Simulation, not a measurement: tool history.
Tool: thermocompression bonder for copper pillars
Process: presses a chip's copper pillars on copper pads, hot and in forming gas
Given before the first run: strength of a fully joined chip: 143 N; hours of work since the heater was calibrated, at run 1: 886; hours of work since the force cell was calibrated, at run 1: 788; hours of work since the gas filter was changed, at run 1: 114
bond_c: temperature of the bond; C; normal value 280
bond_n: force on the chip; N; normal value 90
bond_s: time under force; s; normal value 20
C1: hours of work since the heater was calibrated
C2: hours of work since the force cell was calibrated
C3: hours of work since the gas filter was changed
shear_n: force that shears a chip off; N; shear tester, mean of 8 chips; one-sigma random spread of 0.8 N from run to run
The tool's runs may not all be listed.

{"run": 1, "hour": 0.0, "bond_c": 280, "bond_n": 90, "bond_s": 20, "C1": 886, "C2": 788, "C3": 114, "shear_n": 75.7}
{"run": 2, "hour": 48.0, "bond_c": 280, "bond_n": 90, "bond_s": 20, "C1": 917, "C2": 819, "C3": 145, "shear_n": 74.5}
{"run": 3, "hour": 91.9, "bond_c": 280, "bond_n": 90, "bond_s": 20, "C1": 946, "C2": 847, "C3": 173, "shear_n": 74.7}
{"run": 4, "hour": 139.0, "bond_c": 280, "bond_n": 90, "bond_s": 14, "C1": 976, "C2": 878, "C3": 204, "shear_n": 66.3}
{"hour": 158.7, "done": "forming gas filter changed"}
{"run": 5, "hour": 193.7, "bond_c": 280, "bond_n": 90, "bond_s": 20, "C1": 1011, "C2": 913, "C3": 23, "shear_n": 75.5}
{"hour": 202.1, "done": "heater calibrated with a thermocouple chip"}
{"run": 6, "hour": 230.9, "bond_c": 280, "bond_n": 90, "bond_s": 20, "C1": 19, "C2": 935, "C3": 45, "shear_n": 75.1}
{"run": 7, "hour": 265.2, "bond_c": 280, "bond_n": 90, "bond_s": 24, "C1": 41, "C2": 958, "C3": 67, "shear_n": 80.9}
{"run": 8, "hour": 300.1, "bond_c": 280, "bond_n": 55, "bond_s": 20, "C1": 63, "C2": 980, "C3": 90, "shear_n": 49.5}
{"run": 9, "hour": 348.3, "bond_c": 280, "bond_n": 99, "bond_s": 20, "C1": 94, "C2": 1011, "C3": 121, "shear_n": 82.1}
{"run": 10, "hour": 384.9, "bond_c": 280, "bond_n": 99, "bond_s": 20, "C1": 118, "C2": 1035, "C3": 145, "shear_n": 80.5}
{"run": 11, "hour": 438.9, "bond_c": 280, "bond_n": 99, "bond_s": 20, "C1": 153, "C2": 1070, "C3": 179, "shear_n": 80.5}
{"run": 12, "hour": 466.6, "bond_c": 264, "bond_n": 90, "bond_s": 20, "C1": 171, "C2": 1087, "C3": 197, "shear_n": 65.4}
{"hour": 492.8, "done": "forming gas filter changed"}
{"run": 13, "hour": 501.7, "bond_c": 264, "bond_n": 90, "bond_s": 20, "C1": 193, "C2": 1110, "C3": 6, "shear_n": 64.5}
{"run": 14, "hour": 540.0, "bond_c": 264, "bond_n": 90, "bond_s": 20, "C1": 218, "C2": 1135, "C3": 30, "shear_n": 64.1}
{"run": 15, "hour": 568.1, "bond_c": 264, "bond_n": 57, "bond_s": 20, "C1": 236, "C2": 1153, "C3": 49, "shear_n": 42.0}
{"run": 16, "hour": 621.2, "bond_c": 264, "bond_n": 57, "bond_s": 20, "C1": 270, "C2": 1187, "C3": 83, "shear_n": 42.7}
{"run": 17, "hour": 669.6, "bond_c": 264, "bond_n": 57, "bond_s": 20, "C1": 301, "C2": 1218, "C3": 114, "shear_n": 42.8}
{"run": 18, "hour": 699.5, "bond_c": 264, "bond_n": 57, "bond_s": 20, "C1": 320, "C2": 1237, "C3": 133, "shear_n": 41.8}
{"run": 19, "hour": 730.0, "bond_c": 280, "bond_n": 90, "bond_s": 12, "C1": 340, "C2": 1257, "C3": 153, "shear_n": 63.5}
{"run": 20, "hour": 768.2, "bond_c": 280, "bond_n": 61, "bond_s": 20, "C1": 365, "C2": 1282, "C3": 178, "shear_n": 53.9}
{"run": 21, "hour": 804.5, "bond_c": 280, "bond_n": 61, "bond_s": 20, "C1": 388, "C2": 1305, "C3": 201, "shear_n": 55.7}
{"hour": 828.0, "done": "forming gas filter changed"}
{"run": 22, "hour": 847.1, "bond_c": 303, "bond_n": 58, "bond_s": 23, "C1": 415, "C2": 1332, "C3": 12, "shear_n": 67.6}
{"run": 23, "hour": 898.6, "bond_c": 258, "bond_n": 78, "bond_s": 55, "C1": 449, "C2": 1365, "C3": 46, "shear_n": 77.1}
{"run": 24, "hour": 947.3, "bond_c": 284, "bond_n": 94, "bond_s": 41, "C1": 480, "C2": 1397, "C3": 77, "shear_n": 99.4}
{"run": 25, "hour": 976.3, "bond_c": 273, "bond_n": 58, "bond_s": 29, "C1": 499, "C2": 1416, "C3": 96, "shear_n": 54.2}
{"run": 26, "hour": 1021.0, "bond_c": 283, "bond_n": 61, "bond_s": 26, "C1": 527, "C2": 1444, "C3": 124, "shear_n": 61.3}
{"run": 27, "hour": 1060.4, "bond_c": 289, "bond_n": 75, "bond_s": 23, "C1": 553, "C2": 1470, "C3": 150, "shear_n": 75.0}
{"run": 28, "hour": 1091.5, "bond_c": 281, "bond_n": 54, "bond_s": 38, "C1": 573, "C2": 1490, "C3": 170, "shear_n": 61.3}
{"run": 29, "hour": 1139.9, "bond_c": 290, "bond_n": 74, "bond_s": 20, "C1": 604, "C2": 1521, "C3": 201, "shear_n": 70.3}
{"hour": 1159.1, "done": "forming gas filter changed"}
{"run": 30, "hour": 1184.3, "bond_c": 275, "bond_n": 135, "bond_s": 11, "C1": 632, "C2": 1549, "C3": 16, "shear_n": 84.7}
{"run": 31, "hour": 1235.2, "bond_c": 301, "bond_n": 135, "bond_s": 11, "C1": 665, "C2": 1582, "C3": 49, "shear_n": 98.8}
{"run": 32, "hour": 1289.3, "bond_c": 291, "bond_n": 90, "bond_s": 20, "C1": 700, "C2": 1617, "C3": 84, "shear_n": 83.1}
{"run": 33, "hour": 1325.3, "bond_c": 286, "bond_n": 90, "bond_s": 15, "C1": 723, "C2": 1640, "C3": 107, "shear_n": 72.1}
{"run": 34, "hour": 1347.6, "bond_c": 286, "bond_n": 90, "bond_s": 15, "C1": 738, "C2": 1655, "C3": 122, "shear_n": 72.3}
{"run": 35, "hour": 1372.1, "bond_c": 299, "bond_n": 110, "bond_s": 11, "C1": 754, "C2": 1670, "C3": 137, "shear_n": 84.3}
{"run": 36, "hour": 1396.2, "bond_c": 304, "bond_n": 90, "bond_s": 15, "C1": 769, "C2": 1686, "C3": 153, "shear_n": 82.5}

What does the tool deliver on the next run?
{"run": 37, "hour": 1436.6, "bond_c": 304, "bond_n": 90, "bond_s": 15, "C1": 795, "C2": 1712, "C3": 179, "shear_n": "?"}

shear_n: 82.9 N
Had the tool carried no hidden state, the very same run would have given shear_n 83.5 N.
